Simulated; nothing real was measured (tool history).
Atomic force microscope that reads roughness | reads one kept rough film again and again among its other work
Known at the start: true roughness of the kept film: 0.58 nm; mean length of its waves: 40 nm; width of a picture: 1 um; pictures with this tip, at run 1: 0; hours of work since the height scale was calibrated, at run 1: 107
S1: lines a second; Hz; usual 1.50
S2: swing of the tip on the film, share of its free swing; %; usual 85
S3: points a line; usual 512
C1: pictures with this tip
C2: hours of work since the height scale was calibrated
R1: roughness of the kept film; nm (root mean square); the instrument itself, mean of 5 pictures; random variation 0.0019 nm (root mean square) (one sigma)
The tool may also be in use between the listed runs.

run	hour	S1	S2	S3	C1	C2	R1
1	0.0	1.50	85	512	0	107	0.538
2	10.4	1.50	85	512	17	114	0.532
3	22.0	1.50	85	512	36	121	0.530
4	29.5	1.50	85	512	49	126	0.528
5	37.0	1.50	85	512	61	131	0.531
6	45.1	1.50	85	512	75	137	0.527
# hour 54.9: new tip fitted
7	56.8	1.50	85	512	3	144	0.530
8	71.9	1.50	85	512	28	154	0.530
9	84.2	1.50	85	674	48	162	0.528
10	97.3	1.50	85	415	70	170	0.526
# hour 110.2: new tip fitted
11	110.7	1.50	85	415	1	179	0.530
12	125.5	1.50	85	512	26	189	0.530
13	138.3	1.50	85	512	47	197	0.528
14	151.0	1.50	85	512	68	205	0.530
15	160.7	1.50	85	512	84	212	0.523
# hour 165.0: new tip fitted
16	168.2	1.50	85	512	5	216	0.532
17	183.1	1.50	85	512	30	226	0.529
18	192.8	1.50	72	512	46	232	0.544
19	206.0	1.50	85	512	67	241	0.529
20	218.2	1.50	85	512	88	249	0.528
# hour 221.0: new tip fitted
21	232.2	1.50	85	512	19	258	0.530
22	241.0	1.50	85	512	33	264	0.531
23	252.5	1.50	85	512	52	271	0.531
24	265.8	1.50	85	290	74	280	0.524
25	273.2	1.50	85	512	87	285	0.524
# hour 276.7: new tip fitted
26	288.0	1.50	85	512	19	294	0.531
27	294.8	0.62	58	758	30	298	0.568
28	304.5	1.26	85	512	46	305	0.535
29	316.7	1.26	85	512	66	313	0.534

The next listed run, before its measurement:
30	330.1	1.26	85	512	89	322	?

{"run 30": {"R1": 0.534}}
Without the tool's hidden state the same run would have given R1 0.543 nm (root mean square).
